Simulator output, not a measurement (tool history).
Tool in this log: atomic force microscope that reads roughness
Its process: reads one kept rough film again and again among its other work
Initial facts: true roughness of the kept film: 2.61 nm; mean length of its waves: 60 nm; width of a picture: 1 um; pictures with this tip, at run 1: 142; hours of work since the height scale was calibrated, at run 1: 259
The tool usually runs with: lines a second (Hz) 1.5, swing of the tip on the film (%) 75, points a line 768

| run | hour | lines a second (Hz) | swing of the tip on the film (%) | points a line | pictures with this tip | hours of work since the height scale was calibrated | roughness of the kept film (nm (root mean square)) |
|---|---|---|---|---|---|---|---|
| 1 | 0 | 1.5 | 75 | 768 | 142 | 259 | 2.25 |
| 2 | 18.4 | 0.71 | 75 | 768 | 166 | 266 | 2.353 |
| 3 | 29.1 | 0.71 | 75 | 613 | 179 | 271 | 2.351 |
| 4 | 44.8 | 0.95 | 75 | 768 | 200 | 277 | 2.298 |
| 5 | 63.5 | 0.95 | 75 | 768 | 223 | 285 | 2.29 |
| 6 | 71.8 | 0.95 | 75 | 768 | 234 | 289 | 2.281 |
| 7 | 85.2 | 1.5 | 75 | 768 | 251 | 294 | 2.201 |
| 8 | 102.6 | 1.5 | 75 | 768 | 273 | 302 | 2.176 |
| 9 | 113.1 | 1.5 | 81 | 438 | 287 | 306 | 2.104 |
| 10 | 129.3 | 2.18 | 83 | 269 | 308 | 313 | 1.945 |
| 11 | 141.8 | 2.18 | 83 | 269 | 324 | 318 | 1.947 |
| 12 | 151.3 | 2.81 | 68 | 259 | 336 | 322 | 2.085 |
|  | 164.2 | new tip fitted |
| 13 | 169.1 | 3.97 | 75 | 528 | 6 | 329 | 2.051 |

Forecast each of these 3 alternatives for the next run:
| A | 184.7 | 0.56 | 87 | 358 | 26 | 336 | ? |
| B | 184.7 | 1.64 | 75 | 264 | 26 | 336 | ? |
| C | 184.7 | 0.64 | 55 | 492 | 26 | 336 | ? |

| run | roughness of the kept film (nm (root mean square)) |
|---|---|
| A | 2.39 |
| B | 2.27 |
| C | 2.494 |
With the hidden condition removed and each run's random variation left untouched, the same runs would have given:
| run | roughness of the kept film (nm (root mean square)) |
|---|---|
| A | 2.403 |
| B | 2.282 |
| C | 2.507 |
